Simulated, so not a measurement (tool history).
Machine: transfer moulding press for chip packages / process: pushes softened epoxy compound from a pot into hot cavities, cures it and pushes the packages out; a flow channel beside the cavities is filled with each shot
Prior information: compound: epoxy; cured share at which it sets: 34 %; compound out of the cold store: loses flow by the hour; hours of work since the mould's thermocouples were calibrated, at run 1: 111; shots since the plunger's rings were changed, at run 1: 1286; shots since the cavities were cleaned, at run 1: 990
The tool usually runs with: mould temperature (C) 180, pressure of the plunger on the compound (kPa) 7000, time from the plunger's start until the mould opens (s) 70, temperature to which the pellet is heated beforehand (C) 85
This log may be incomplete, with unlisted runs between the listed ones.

run	hour	mould temperature (C)	pressure of the plunger on the compound (kPa)	time from the plunger's start until the mould opens (s)	temperature to which the pellet is heated beforehand (C)	hours of work since the mould's thermocouples were calibrated	shots since the plunger's rings were changed	shots since the cavities were cleaned	incoming compound's hours out of the cold store	length that the compound runs in the flow channel (mm)	greatest force on the pins that push the packages out (N)
1	0	180	7000	70	85	111	1286	990	11.7	935	814
# hour 21.1: cavities cleaned with cleaning compound and waxed
2	79.7	180	7000	70	85	150	2229	707	39.7	815	710
# hour 120.2: cavities cleaned with cleaning compound and waxed
# hour 144.9: plunger's sealing rings changed
3	177.1	180	7000	70	85	195	388	656	14.6	938	752
4	219.2	175	7000	70	85	216	897	1165	34.4	870	1139
# hour 226.2: cavities cleaned with cleaning compound and waxed
5	322.2	175	7000	70	85	265	2122	1159	35.8	834	1134
# hour 328.7: cavities cleaned with cleaning compound and waxed
# hour 400.2: plunger's sealing rings changed
6	417.3	177	7000	70	85	310	206	1039	20.9	942	1016
# hour 434.9: cavities cleaned with cleaning compound and waxed
7	495.4	177	7000	70	85	347	1131	730	23.5	901	910
# hour 539.3: cavities cleaned with cleaning compound and waxed
8	568.6	180	7000	70	85	382	1996	353	36.2	833	628
9	621.7	180	7000	70	85	408	2637	994	35.7	819	770
# hour 647.2: cavities cleaned with cleaning compound and waxed
# hour 656.4: plunger's sealing rings changed
10	683.8	180	7000	70	85	436	330	410	45.7	814	649
# hour 756.9: cavities cleaned with cleaning compound and waxed
11	762.9	180	7000	70	85	474	1268	72	21.3	892	566
# hour 795.2: mould's thermocouples calibrated
12	854.5	180	7000	70	85	29	2350	1154	35	821	772
# hour 862.3: cavities cleaned with cleaning compound and waxed
# hour 910.6: plunger's sealing rings changed
13	914	180	7000	70	85	56	41	595	42	844	639
# hour 966.5: cavities cleaned with cleaning compound and waxed
14	989.4	180	7000	70	76	92	933	276	16.1	922	632
15	1059.9	180	8140	70	76	126	1784	1127	21.5	952	850
# hour 1066.1: cavities cleaned with cleaning compound and waxed
16	1128.6	180	8140	70	76	159	2595	755	9.7	993	791
# hour 1166.2: plunger's sealing rings changed
# hour 1167.7: cavities cleaned with cleaning compound and waxed
17	1179.1	180	8140	70	76	182	138	138	40.7	912	524
18	1262.8	179	7450	70	82	223	1149	1149	18.4	937	925
# hour 1268.9: cavities cleaned with cleaning compound and waxed
19	1322.6	179	6160	66	82	251	1852	648	34.5	787	883
# hour 1369.3: cavities cleaned with cleaning compound and waxed
20	1384.5	179	6160	66	82	281	2582	184	27.6	809	702
# hour 1423.2: plunger's sealing rings changed
# hour 1474: cavities cleaned with cleaning compound and waxed
21	1481.7	179	8230	76	75	326	689	93	44.3	906	476
22	1553.5	172	7000	70	87	361	1556	960	34.5	882	1416
# hour 1579.5: cavities cleaned with cleaning compound and waxed
23	1606.8	184	7000	70	87	386	2181	330	17.2	874	486
# hour 1678.6: plunger's sealing rings changed
# hour 1687.9: cavities cleaned with cleaning compound and waxed
24	1698.3	184	7000	70	87	429	219	126	19.4	904	426
25	1766.1	183	6900	70	87	462	1038	945	29.6	848	619
# hour 1791.3: cavities cleaned with cleaning compound and waxed
26	1819.4	180	7000	94	80	487	1663	339	25.4	885	407
# hour 1828.1: mould's thermocouples calibrated
27	1884.6	185	7000	56	85	28	2426	1102	35	811	881

Branching from run 27: 3 alternative next runs. What would each branch give?
# hour 1894.1: cavities cleaned with cleaning compound and waxed
# hour 1932.7: plunger's sealing rings changed
A	1977	179	7000	59	85	71	535	970	34.1	?	?
# hour 1894.1: cavities cleaned with cleaning compound and waxed
# hour 1932.7: plunger's sealing rings changed
B	1977	180	7130	72	85	71	535	970	47.3	?	?
# hour 1894.1: cavities cleaned with cleaning compound and waxed
# hour 1932.7: plunger's sealing rings changed
C	1977	185	6460	56	85	71	535	970	16	?	?

run	length that the compound runs in the flow channel (mm)	greatest force on the pins that push the packages out (N)
A	857	1218
B	836	662
C	887	965
With the hidden condition removed and each run's random variation left untouched, the same runs would have given:
run	length that the compound runs in the flow channel (mm)	greatest force on the pins that push the packages out (N)
A	866	743
B	845	402
C	896	590

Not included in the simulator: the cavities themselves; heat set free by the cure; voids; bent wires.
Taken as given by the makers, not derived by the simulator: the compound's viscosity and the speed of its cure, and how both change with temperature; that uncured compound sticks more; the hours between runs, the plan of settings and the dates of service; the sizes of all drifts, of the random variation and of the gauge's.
